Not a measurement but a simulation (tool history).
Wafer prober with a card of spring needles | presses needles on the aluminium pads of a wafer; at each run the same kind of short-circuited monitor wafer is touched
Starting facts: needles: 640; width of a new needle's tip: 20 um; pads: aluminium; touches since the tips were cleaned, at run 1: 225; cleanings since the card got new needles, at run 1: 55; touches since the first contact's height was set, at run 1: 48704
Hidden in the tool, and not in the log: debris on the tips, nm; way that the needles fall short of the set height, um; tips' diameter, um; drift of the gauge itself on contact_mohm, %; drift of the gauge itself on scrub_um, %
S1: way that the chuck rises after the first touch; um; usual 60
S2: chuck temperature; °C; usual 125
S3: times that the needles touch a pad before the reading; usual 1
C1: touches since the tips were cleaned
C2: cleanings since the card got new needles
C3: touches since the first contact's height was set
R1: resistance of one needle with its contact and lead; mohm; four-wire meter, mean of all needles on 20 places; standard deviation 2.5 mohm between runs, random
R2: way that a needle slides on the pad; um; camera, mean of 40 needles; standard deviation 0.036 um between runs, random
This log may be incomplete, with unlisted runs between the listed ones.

run,hour,S1,S2,S3,C1,C2,C3,R1,R2
1,0,60,125,1,225,55,48704,303,10.63
# hour 31.2: tips cleaned on abrasive film
2,31.3,60,125,1,19,56,55038,389,10.6
# hour 62: tips cleaned on abrasive film
3,78,60,74,1,3241,57,64480,343,10.54
# hour 92.1: tips cleaned on abrasive film
# hour 124.4: tips cleaned on abrasive film, once more
4,127.8,43,125,1,671,59,74532,351,7.48
# hour 157.1: tips cleaned on abrasive film
5,175.3,43,125,1,3695,60,84157,422,7.48
# hour 187.6: tips cleaned on abrasive film
6,213.3,43,125,1,5194,61,91832,441,7.46
# hour 219.7: tips cleaned on abrasive film
7,234.8,60,125,1,3068,62,96181,358,10.59
# hour 254.2: tips cleaned on abrasive film
8,272.2,60,40,1,3661,63,103751,348,10.44
# hour 285.9: tips cleaned on abrasive film
9,303.2,60,40,1,3514,64,110012,346,10.45
# hour 317.4: tips cleaned on abrasive film
# hour 349.7: tips cleaned on abrasive film
10,350.3,60,40,1,122,66,119531,281,10.35
# hour 380.2: tips cleaned on abrasive film
11,380.2,60,40,1,0,67,125568,274,10.46
# hour 413.1: tips cleaned on abrasive film
12,418.5,60,40,1,1085,68,133308,314,10.45
# hour 444.8: tips cleaned on abrasive film
13,465.8,60,40,1,4263,69,142892,351,10.4
# hour 476.5: tips cleaned on abrasive film
# hour 507.9: tips cleaned on abrasive film
14,514.4,56,125,1,1304,71,152700,336,9.65
15,536.1,56,125,1,5703,71,157099,394,9.68
# hour 540.9: tips cleaned on abrasive film
# hour 541.2: height of the first contact set anew
# hour 572.1: tips cleaned on abrasive film
16,585.5,56,125,1,2714,73,8968,362,10.11
# hour 602.2: tips cleaned on abrasive film
17,622.1,46,29,2,4040,74,16364,349,8.21
# hour 636: tips cleaned on abrasive film
# hour 666.9: tips cleaned on abrasive film
18,666.9,79,42,2,0,76,25405,266,14.07
# hour 701.2: tips cleaned on abrasive film
19,715.8,43,36,1,2970,77,35320,409,7.63
# hour 733: tips cleaned on abrasive film
20,744.2,43,36,1,2257,78,41043,389,7.67
# hour 764.5: tips cleaned on abrasive film
# hour 794.6: tips cleaned on abrasive film
21,794.6,43,28,1,0,80,51226,281,7.55
# hour 824.9: tips cleaned on abrasive film
22,834.8,42,103,1,2015,81,59366,394,7.43
# hour 856: tips cleaned on abrasive film
23,865.9,42,103,2,2004,82,65657,359,7.4
# hour 888.7: tips cleaned on abrasive film
24,892.9,73,123,1,858,83,71108,309,12.97
# hour 919.5: tips cleaned on abrasive film
25,920.9,45,64,2,283,84,76761,306,7.89
26,944.9,76,46,2,5157,84,81635,299,13.47
# hour 950.7: tips cleaned on abrasive film
# hour 983.7: tips cleaned on abrasive film
27,996.3,76,46,2,2568,86,92022,291,13.5
# hour 1013.7: tips cleaned on abrasive film
28,1027.6,50,97,1,2827,87,98349,383,8.79
# hour 1047.3: tips cleaned on abrasive film
29,1056.8,62,73,1,1923,88,104238,339,10.9
# hour 1080.1: tips cleaned on abrasive film
30,1095.5,48,125,1,3128,89,112072,397,8.39
# hour 1111.5: tips cleaned on abrasive film
31,1124.4,42,125,1,2609,90,117918,415,7.3

Hidden state at the last listed run before each entry between runs and at the first one after, where it differs:
From run 1 to run 2: tips cleaned on abrasive film (hour 31.2)
  debris on the tips, nm: 16.8 -> 122; way that the needles fall short of the set height, um: 0.67 -> 0.99; tips' diameter, um: 21.59 -> 22.11
  measured value less the no-hidden-state value, R1: +14 -> +95 mohm; R2: -0.12 -> -0.17 um
From run 2 to run 3: tips cleaned on abrasive film (hour 62)
  debris on the tips, nm: 122 -> 79.6; way that the needles fall short of the set height, um: 0.99 -> 1.09; tips' diameter, um: 22.11 -> 22.14
  measured value less the no-hidden-state value, R1: +95 -> +67 mohm; R2: -0.17 -> -0.19 um
From run 3 to run 4: tips cleaned on abrasive film (hour 92.1); tips cleaned on abrasive film, once more (hour 124.4)
  debris on the tips, nm: 79.6 -> 36; way that the needles fall short of the set height, um: 1.09 -> 1.24; tips' diameter, um: 22.14 -> 22.2
  measured value less the no-hidden-state value, R1: +67 -> +55 mohm; R2: -0.19 -> -0.22 um
From run 4 to run 5: tips cleaned on abrasive film (hour 157.1)
  debris on the tips, nm: 36 -> 82; way that the needles fall short of the set height, um: 1.24 -> 1.33; tips' diameter, um: 22.2 -> 22.23
  measured value less the no-hidden-state value, R1: +55 -> +122 mohm; R2: -0.22 -> -0.24 um
From run 5 to run 6: tips cleaned on abrasive film (hour 187.6)
  debris on the tips, nm: 82 -> 95.2; way that the needles fall short of the set height, um: 1.33 -> 1.43; tips' diameter, um: 22.23 -> 22.26
  measured value less the no-hidden-state value, R1: +122 -> +142 mohm; R2: -0.24 -> -0.26 um
From run 6 to run 7: tips cleaned on abrasive film (hour 219.7)
  debris on the tips, nm: 95.2 -> 78.9; way that the needles fall short of the set height, um: 1.43 -> 1.53; tips' diameter, um: 22.26 -> 22.3
  measured value less the no-hidden-state value, R1: +142 -> +64 mohm; R2: -0.26 -> -0.28 um
From run 7 to run 8: tips cleaned on abrasive film (hour 254.2)
  debris on the tips, nm: 78.9 -> 85.6; way that the needles fall short of the set height, um: 1.53 -> 1.62; tips' diameter, um: 22.3 -> 22.33
  measured value less the no-hidden-state value, R1: +64 -> +79 mohm; R2: -0.28 -> -0.29 um
From run 8 to run 9: tips cleaned on abrasive film (hour 285.9)
  debris on the tips, nm: 85.6 -> 83.8; way that the needles fall short of the set height, um: 1.62 -> 1.72; tips' diameter, um: 22.33 -> 22.36
  measured value less the no-hidden-state value, R1: +79 -> +77 mohm; R2: -0.29 -> -0.31 um
From run 9 to run 10: tips cleaned on abrasive film (hour 317.4); tips cleaned on abrasive film (hour 349.7)
  debris on the tips, nm: 83.8 -> 11.6; way that the needles fall short of the set height, um: 1.72 -> 1.87; tips' diameter, um: 22.36 -> 22.41
  measured value less the no-hidden-state value, R1: +77 -> +13 mohm; R2: -0.31 -> -0.34 um
From run 10 to run 11: tips cleaned on abrasive film (hour 380.2)
  debris on the tips, nm: 11.6 -> 6.6; way that the needles fall short of the set height, um: 1.87 -> 1.96; tips' diameter, um: 22.41 -> 22.45
  measured value less the no-hidden-state value, R1: +13 -> +8 mohm; R2: -0.34 -> -0.35 um
From run 11 to run 12: tips cleaned on abrasive film (hour 413.1)
  debris on the tips, nm: 6.6 -> 45.7; way that the needles fall short of the set height, um: 1.96 -> 2.06; tips' diameter, um: 22.45 -> 22.48
  measured value less the no-hidden-state value, R1: +8 -> +45 mohm; R2: -0.35 -> -0.37 um
From run 12 to run 13: tips cleaned on abrasive film (hour 444.8)
  debris on the tips, nm: 45.7 -> 90.8; way that the needles fall short of the set height, um: 2.06 -> 2.12; tips' diameter, um: 22.48 -> 22.5
  measured value less the no-hidden-state value, R1: +45 -> +85 mohm; R2: -0.37 -> -0.38 um
From run 13 to run 14: tips cleaned on abrasive film (hour 476.5); tips cleaned on abrasive film (hour 507.9)
  debris on the tips, nm: 90.8 -> 48.6; way that the needles fall short of the set height, um: 2.12 -> 2.29; tips' diameter, um: 22.5 -> 22.56
  measured value less the no-hidden-state value, R1: +85 -> +47 mohm; R2: -0.38 -> -0.41 um
From run 15 to run 16: tips cleaned on abrasive film (hour 540.9); height of the first contact set anew (hour 541.2); tips cleaned on abrasive film (hour 572.1)
  debris on the tips, nm: 96.5 -> 78.7; way that the needles fall short of the set height, um: 2.29 -> 0.07; tips' diameter, um: 22.56 -> 22.61
  measured value less the no-hidden-state value, R1: +94 -> +70 mohm; R2: -0.41 -> -0.01 um
From run 16 to run 17: tips cleaned on abrasive film (hour 602.2)
  debris on the tips, nm: 78.7 -> 89.4; way that the needles fall short of the set height, um: 0.07 -> 0.12; tips' diameter, um: 22.61 -> 22.63
  measured value less the no-hidden-state value, R1: +70 -> +81 mohm; R2: -0.01 -> -0.02 um
From run 17 to run 18: tips cleaned on abrasive film (hour 636); tips cleaned on abrasive film (hour 666.9)
  debris on the tips, nm: 89.4 -> 8.3; way that the needles fall short of the set height, um: 0.12 -> 0.26; tips' diameter, um: 22.63 -> 22.67
  measured value less the no-hidden-state value, R1: +81 -> +4 mohm; R2: -0.02 -> -0.05 um
From run 18 to run 19: tips cleaned on abrasive film (hour 701.2)
  debris on the tips, nm: 8.3 -> 80.9; way that the needles fall short of the set height, um: 0.26 -> 0.35; tips' diameter, um: 22.67 -> 22.71
  measured value less the no-hidden-state value, R1: +4 -> +137 mohm; R2: -0.05 -> -0.06 um
From run 19 to run 20: tips cleaned on abrasive film (hour 733)
  debris on the tips, nm: 80.9 -> 67.2; way that the needles fall short of the set height, um: 0.35 -> 0.43; tips' diameter, um: 22.71 -> 22.73
  measured value less the no-hidden-state value, R1: +137 -> +115 mohm; R2: -0.06 -> -0.07 um
From run 20 to run 21: tips cleaned on abrasive film (hour 764.5); tips cleaned on abrasive film (hour 794.6)
  debris on the tips, nm: 67.2 -> 4.1; way that the needles fall short of the set height, um: 0.43 -> 0.6; tips' diameter, um: 22.73 -> 22.79
  measured value less the no-hidden-state value, R1: +115 -> +10 mohm; R2: -0.07 -> -0.11 um
From run 21 to run 22: tips cleaned on abrasive film (hour 824.9)
  debris on the tips, nm: 4.1 -> 65.1; way that the needles fall short of the set height, um: 0.6 -> 0.68; tips' diameter, um: 22.79 -> 22.82
  measured value less the no-hidden-state value, R1: +10 -> +106 mohm; R2: -0.11 -> -0.12 um
From run 22 to run 23: tips cleaned on abrasive film (hour 856)
  debris on the tips, nm: 65.1 -> 63.1; way that the needles fall short of the set height, um: 0.68 -> 0.77; tips' diameter, um: 22.82 -> 22.85
  measured value less the no-hidden-state value, R1: +106 -> +65 mohm; R2: -0.12 -> -0.14 um
From run 23 to run 24: tips cleaned on abrasive film (hour 888.7)
  debris on the tips, nm: 63.1 -> 33.1; way that the needles fall short of the set height, um: 0.77 -> 0.86; tips' diameter, um: 22.85 -> 22.88
  measured value less the no-hidden-state value, R1: +65 -> +21 mohm; R2: -0.14 -> -0.16 um
From run 24 to run 25: tips cleaned on abrasive film (hour 919.5)
  debris on the tips, nm: 33.1 -> 21; way that the needles fall short of the set height, um: 0.86 -> 0.92; tips' diameter, um: 22.88 -> 22.9
  measured value less the no-hidden-state value, R1: +21 -> +22 mohm; R2: -0.16 -> -0.17 um
From run 26 to run 27: tips cleaned on abrasive film (hour 950.7); tips cleaned on abrasive film (hour 983.7)
  debris on the tips, nm: 93.9 -> 70.6; way that the needles fall short of the set height, um: 0.92 -> 1.08; tips' diameter, um: 22.9 -> 22.96
  measured value less the no-hidden-state value, R1: +35 -> +27 mohm; R2: -0.17 -> -0.19 um
From run 27 to run 28: tips cleaned on abrasive film (hour 1013.7)
  debris on the tips, nm: 70.6 -> 78.8; way that the needles fall short of the set height, um: 1.08 -> 1.15; tips' diameter, um: 22.96 -> 22.99
  measured value less the no-hidden-state value, R1: +27 -> +97 mohm; R2: -0.19 -> -0.21 um
From run 28 to run 29: tips cleaned on abrasive film (hour 1047.3)
  debris on the tips, nm: 78.8 -> 70.4; way that the needles fall short of the set height, um: 1.15 -> 1.25; tips' diameter, um: 22.99 -> 23.02
  measured value less the no-hidden-state value, R1: +97 -> +62 mohm; R2: -0.21 -> -0.22 um
From run 29 to run 30: tips cleaned on abrasive film (hour 1080.1)
  debris on the tips, nm: 70.4 -> 80; way that the needles fall short of the set height, um: 1.25 -> 1.33; tips' diameter, um: 23.02 -> 23.05
  measured value less the no-hidden-state value, R1: +62 -> +103 mohm; R2: -0.22 -> -0.24 um
From run 30 to run 31: tips cleaned on abrasive film (hour 1111.5)
  debris on the tips, nm: 80 -> 69.5; way that the needles fall short of the set height, um: 1.33 -> 1.43; tips' diameter, um: 23.05 -> 23.08
  measured value less the no-hidden-state value, R1: +103 -> +117 mohm; R2: -0.24 -> -0.26 um
